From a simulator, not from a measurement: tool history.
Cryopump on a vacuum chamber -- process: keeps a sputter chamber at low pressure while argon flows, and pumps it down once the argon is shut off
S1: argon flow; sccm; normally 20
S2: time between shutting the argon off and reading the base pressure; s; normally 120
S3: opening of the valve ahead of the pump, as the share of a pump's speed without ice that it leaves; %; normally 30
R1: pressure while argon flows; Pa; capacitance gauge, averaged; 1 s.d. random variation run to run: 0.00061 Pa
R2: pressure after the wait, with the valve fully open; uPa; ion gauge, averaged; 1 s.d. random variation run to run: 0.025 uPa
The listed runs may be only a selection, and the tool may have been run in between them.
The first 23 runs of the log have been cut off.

Run 24, hour 263.0: usual settings but S1 16 sccm, S2 173 s, S3 48 %. Result: R1 0.0473 Pa, R2 1.33 uPa.
Run 25, hour 274.0: usual settings but S1 16 sccm, S2 173 s, S3 48 %. Result: R1 0.0469 Pa, R2 1.35 uPa.
Run 26, hour 284.4: usual settings but S1 33 sccm, S2 26 s, S3 29 %. Result: R1 0.1548 Pa, R2 4.43 uPa.
Run 27, hour 294.0: usual settings but S1 33 sccm, S2 26 s, S3 29 %. Result: R1 0.1544 Pa, R2 4.39 uPa.
Run 28, hour 309.3: usual settings but S1 12 sccm, S2 45 s, S3 17 %. Result: R1 0.0942 Pa, R2 2.84 uPa.
Run 29, hour 316.9: usual settings but S1 12 sccm, S2 45 s, S3 17 %. Result: R1 0.0934 Pa, R2 2.94 uPa.
Run 30, hour 329.4: usual settings but S1 12 sccm, S2 45 s, S3 17 %. Result: R1 0.0939 Pa, R2 2.89 uPa.
Run 31, hour 345.8: usual settings but S1 9 sccm, S2 170 s, S3 26 %. Result: R1 0.0465 Pa, R2 1.44 uPa.
Run 32, hour 360.6: usual settings but S1 17 sccm, S3 33 %. Result: R1 0.0713 Pa, R2 1.66 uPa.
Run 33, hour 368.3: usual settings but S1 17 sccm, S3 33 %. Result: R1 0.0711 Pa, R2 1.66 uPa.

Run 34 has not been measured yet. What should we expect?
Run 34, hour 380.8: usual settings but S1 17 sccm, S3 33 %. Result: R1 ?, R2 ?.

{"run 34": {"R1": 0.0713, "R2": 1.69}}
Take away the tool's hidden state, keep the run-to-run variation as it was, and the same run would have given R1 0.0659 Pa, R2 1.00 uPa.

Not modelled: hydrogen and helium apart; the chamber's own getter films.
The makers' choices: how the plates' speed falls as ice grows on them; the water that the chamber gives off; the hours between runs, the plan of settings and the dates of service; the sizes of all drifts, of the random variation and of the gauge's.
